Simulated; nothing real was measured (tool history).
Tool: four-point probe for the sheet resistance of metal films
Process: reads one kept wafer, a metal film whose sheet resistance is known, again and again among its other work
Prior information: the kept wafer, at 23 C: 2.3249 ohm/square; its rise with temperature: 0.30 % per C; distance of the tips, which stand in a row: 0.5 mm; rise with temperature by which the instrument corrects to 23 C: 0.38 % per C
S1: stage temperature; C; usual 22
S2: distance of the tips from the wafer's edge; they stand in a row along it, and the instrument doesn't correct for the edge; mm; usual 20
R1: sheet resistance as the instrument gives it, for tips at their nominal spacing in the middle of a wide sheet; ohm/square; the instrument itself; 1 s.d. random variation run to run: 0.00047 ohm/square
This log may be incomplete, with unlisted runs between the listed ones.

run    hour  S1  S2        R1
  1       0  22  20  2.332228
  2    81.3  22  20  2.331179
  3     153  20  20  2.334867
  4   206.9  20  20  2.334875
  5   251.3  30  20  2.316257
  6   308.6  26  20  2.322229
  7   384.1  26  20  2.321244
  8   460.6  22  20  2.327779
  9   508.5  22  20  2.328614
 10   542.5  22  20  2.328446
 11   595.4  19  20  2.333749
 12   677.6  19  20  2.332786
 13     734  19  20  2.332152
 14   771.5  22  20    2.3268
 15   832.7  33  20  2.305076
 16   906.4  33  20   2.30505
 17   957.1  22   7   2.33097
 18    1023  22  20  2.324058
 19  1093.7  22  20  2.323418
 20  1165.7  22  20  2.324131
 21  1244.1  22  20  2.322184
 22  1302.9  30   3  2.340076
 23  1382.3  25   8   2.32007
 24  1422.1  25   8  2.318966
 25  1478.1  25   8  2.318624
 26    1541  25   8  2.317674
 27  1597.8  25   8  2.318117
 28  1671.1  28   7   2.31342
 29  1742.4  26   4  2.329283
 30  1802.9  18  34  2.325106
 31  1850.3  32  23  2.298816
 32  1903.4  32  55  2.297978
     1960.6  -- stage's thermometer calibrated
 33  1983.8  32  55  2.291265
 34  2028.6  21  49   2.31176
 35  2065.4  32  21  2.291889
 36  2124.8  23  10  2.309786
 37  2173.5  23  10  2.309569
 38  2230.7  23  11  2.308824
     2256.5  -- new probe head fitted
 39  2267.9  23   4  2.337933
 40  2316.2  25   8  2.318667
 41  2371.2  25   8  2.318872

Some steps in R1, run to run, broken into two amounts with sign: the step expected even without the hidden condition (settings, incoming material, random variation), and the rest, left for the hidden condition together with whatever gauge scatter is not in both the measured and the hidden-condition-free result:
Unlogged tool condition in this case: inner tips' distance over the nominal, %; tips' flats over new ones', %; wafer's true temperature over the reading, C; drift of the gauge itself on sheet_ohm, %.
Run 6 -> 7: settings left as they were, no log entry in between. R1 -0.000985 ohm/square: hidden state -0.000696, all else -0.000289.
Run 16 -> 17: S1 33 -> 22, S2 20 -> 7. R1 +0.02592 ohm/square: hidden state -0.00029, all else +0.02621.
Run 30 -> 31: S1 18 -> 32, S2 34 -> 23. R1 -0.02629 ohm/square: hidden state -0.000545, all else -0.025745.
Run 32 -> 33: stage's thermometer calibrated. R1 -0.006713 ohm/square: hidden state -0.006533, all else -0.00018.
Run 38 -> 39: S2 11 -> 4, new probe head fitted. R1 +0.029109 ohm/square: hidden state +0.011716, all else +0.017393.
